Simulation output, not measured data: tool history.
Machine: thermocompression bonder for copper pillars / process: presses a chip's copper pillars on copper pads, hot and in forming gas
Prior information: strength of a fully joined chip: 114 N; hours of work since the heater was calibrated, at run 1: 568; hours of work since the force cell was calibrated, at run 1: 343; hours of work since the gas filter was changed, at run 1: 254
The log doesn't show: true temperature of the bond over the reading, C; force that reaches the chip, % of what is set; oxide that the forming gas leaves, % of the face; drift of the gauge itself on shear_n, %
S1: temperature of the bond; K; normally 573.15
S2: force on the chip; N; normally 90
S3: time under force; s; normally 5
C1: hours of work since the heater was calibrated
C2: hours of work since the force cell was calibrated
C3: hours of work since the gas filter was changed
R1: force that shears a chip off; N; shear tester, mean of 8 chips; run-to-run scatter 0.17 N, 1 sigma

{"run": 1, "hour": 0.0, "S1": 573.15, "S2": 90, "S3": 5, "C1": 568, "C2": 343, "C3": 254, "R1": 83.4}
{"run": 2, "hour": 10.6, "S1": 573.15, "S2": 59, "S3": 5, "C1": 576, "C2": 350, "C3": 261, "R1": 66.0}
{"run": 3, "hour": 23.7, "S1": 573.15, "S2": 59, "S3": 5, "C1": 585, "C2": 359, "C3": 270, "R1": 66.0}
{"run": 4, "hour": 32.4, "S1": 573.15, "S2": 59, "S3": 5, "C1": 591, "C2": 365, "C3": 276, "R1": 65.8}
{"run": 5, "hour": 40.4, "S1": 573.15, "S2": 59, "S3": 5, "C1": 596, "C2": 371, "C3": 282, "R1": 65.8}
{"run": 6, "hour": 50.1, "S1": 573.15, "S2": 90, "S3": 5, "C1": 603, "C2": 377, "C3": 288, "R1": 84.1}
{"run": 7, "hour": 60.8, "S1": 573.15, "S2": 90, "S3": 5, "C1": 610, "C2": 385, "C3": 296, "R1": 84.0}
{"run": 8, "hour": 70.6, "S1": 573.15, "S2": 90, "S3": 5, "C1": 617, "C2": 391, "C3": 302, "R1": 84.6}
{"run": 9, "hour": 82.9, "S1": 573.15, "S2": 90, "S3": 5, "C1": 625, "C2": 400, "C3": 311, "R1": 84.3}
{"run": 10, "hour": 92.0, "S1": 573.15, "S2": 90, "S3": 11, "C1": 631, "C2": 406, "C3": 317, "R1": 98.5}
{"run": 11, "hour": 100.6, "S1": 573.15, "S2": 90, "S3": 5, "C1": 637, "C2": 412, "C3": 323, "R1": 84.4}
{"run": 12, "hour": 113.4, "S1": 573.15, "S2": 90, "S3": 3, "C1": 646, "C2": 421, "C3": 332, "R1": 73.9}
{"run": 13, "hour": 128.7, "S1": 582.15, "S2": 71, "S3": 3, "C1": 656, "C2": 431, "C3": 342, "R1": 69.8}
{"hour": 137.5, "done": "heater calibrated with a thermocouple chip"}
{"run": 14, "hour": 139.5, "S1": 559.15, "S2": 90, "S3": 5, "C1": 1, "C2": 437, "C3": 348, "R1": 75.5}
{"run": 15, "hour": 147.4, "S1": 579.15, "S2": 81, "S3": 3, "C1": 7, "C2": 443, "C3": 353, "R1": 73.4}
{"hour": 152.5, "done": "gauge calibrated"}
{"run": 16, "hour": 158.2, "S1": 583.15, "S2": 93, "S3": 5, "C1": 14, "C2": 450, "C3": 361, "R1": 90.9}
{"run": 17, "hour": 170.3, "S1": 583.15, "S2": 93, "S3": 5, "C1": 22, "C2": 458, "C3": 369, "R1": 90.9}

Run 18, settings as shown, results not yet in. Your forecast:
{"run": 18, "hour": 184.8, "S1": 583.15, "S2": 121, "S3": 3, "C1": 32, "C2": 468, "C3": 379, "R1": "?"}

R1: 91.5 N
With the hidden condition absent and the run-to-run variation left alone, this run would have shown R1 91.2 N.
